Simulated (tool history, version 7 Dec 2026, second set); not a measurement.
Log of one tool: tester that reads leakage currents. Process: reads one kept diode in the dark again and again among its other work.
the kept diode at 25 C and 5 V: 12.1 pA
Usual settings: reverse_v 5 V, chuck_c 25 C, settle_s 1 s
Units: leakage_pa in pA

run 1 hour=0 | reverse_v=5 chuck_c=25 settle_s=1 | leakage_pa=17.5
run 2 hour=101.6 | reverse_v=5 chuck_c=24 settle_s=1 | leakage_pa=16.66
-- hour=159.1 probe card cleaned and baked
run 3 hour=338.5 | reverse_v=5 chuck_c=24 settle_s=1 | leakage_pa=12.7
run 4 hour=459.6 | reverse_v=5 chuck_c=47 settle_s=1 | leakage_pa=75.48
run 5 hour=608.1 | reverse_v=5 chuck_c=25 settle_s=1 | leakage_pa=14.15
run 6 hour=804.1 | reverse_v=5 chuck_c=25 settle_s=1 | leakage_pa=14.55
run 7 hour=1017.6 | reverse_v=5 chuck_c=25 settle_s=1 | leakage_pa=14.85
run 8 hour=1164.5 | reverse_v=5 chuck_c=25 settle_s=1 | leakage_pa=15.07
run 9 hour=1318.6 | reverse_v=5 chuck_c=35 settle_s=1 | leakage_pa=32.51
run 10 hour=1553.9 | reverse_v=5 chuck_c=35 settle_s=1 | leakage_pa=32.77
run 11 hour=1668.3 | reverse_v=5 chuck_c=35 settle_s=1 | leakage_pa=32.97
run 12 hour=1864.4 | reverse_v=5 chuck_c=35 settle_s=1 | leakage_pa=33.55
run 13 hour=2003.8 | reverse_v=5 chuck_c=29 settle_s=1 | leakage_pa=21.7
run 14 hour=2173.4 | reverse_v=2.37 chuck_c=29 settle_s=0.53 | leakage_pa=16.64
run 15 hour=2381.2 | reverse_v=2.37 chuck_c=29 settle_s=0.53 | leakage_pa=16.86
run 16 hour=2513.1 | reverse_v=2.37 chuck_c=29 settle_s=0.53 | leakage_pa=16.94
run 17 hour=2703.4 | reverse_v=11.69 chuck_c=32 settle_s=0.82 | leakage_pa=42.11
-- hour=2862.3 chuck's temperature calibrated
run 18 hour=2900.9 | reverse_v=11.69 chuck_c=32 settle_s=0.82 | leakage_pa=37.92
run 19 hour=3092.5 | reverse_v=11.69 chuck_c=32 settle_s=0.82 | leakage_pa=38.7
run 20 hour=3246.2 | reverse_v=10.6 chuck_c=53 settle_s=4.1 | leakage_pa=152.26
run 21 hour=3396 | reverse_v=10.6 chuck_c=53 settle_s=4.1 | leakage_pa=153.45
run 22 hour=3551 | reverse_v=5.14 chuck_c=25 settle_s=8.93 | leakage_pa=16.04
run 23 hour=3735.8 | reverse_v=1.76 chuck_c=25 settle_s=1 | leakage_pa=10.25
run 24 hour=3953.1 | reverse_v=1.34 chuck_c=29 settle_s=2.46 | leakage_pa=12.35
run 25 hour=4059.5 | reverse_v=1.34 chuck_c=29 settle_s=2.46 | leakage_pa=12.37

3 ways to go on from here, each from the tool as it stands after run 25. What would each give?
run A hour=4167.8 | reverse_v=8.33 chuck_c=41 settle_s=5.73 | leakage_pa=?
run B hour=4167.8 | reverse_v=5 chuck_c=26 settle_s=1 | leakage_pa=?
run C hour=4167.8 | reverse_v=9.37 chuck_c=47 settle_s=6.63 | leakage_pa=?

run=A leakage_pa=62.48
run=B leakage_pa=18.52
run=C leakage_pa=100.21
Without the tool's hidden state the same runs would have given:
run=A leakage_pa=54.27
run=B leakage_pa=14.24
run=C leakage_pa=89.99
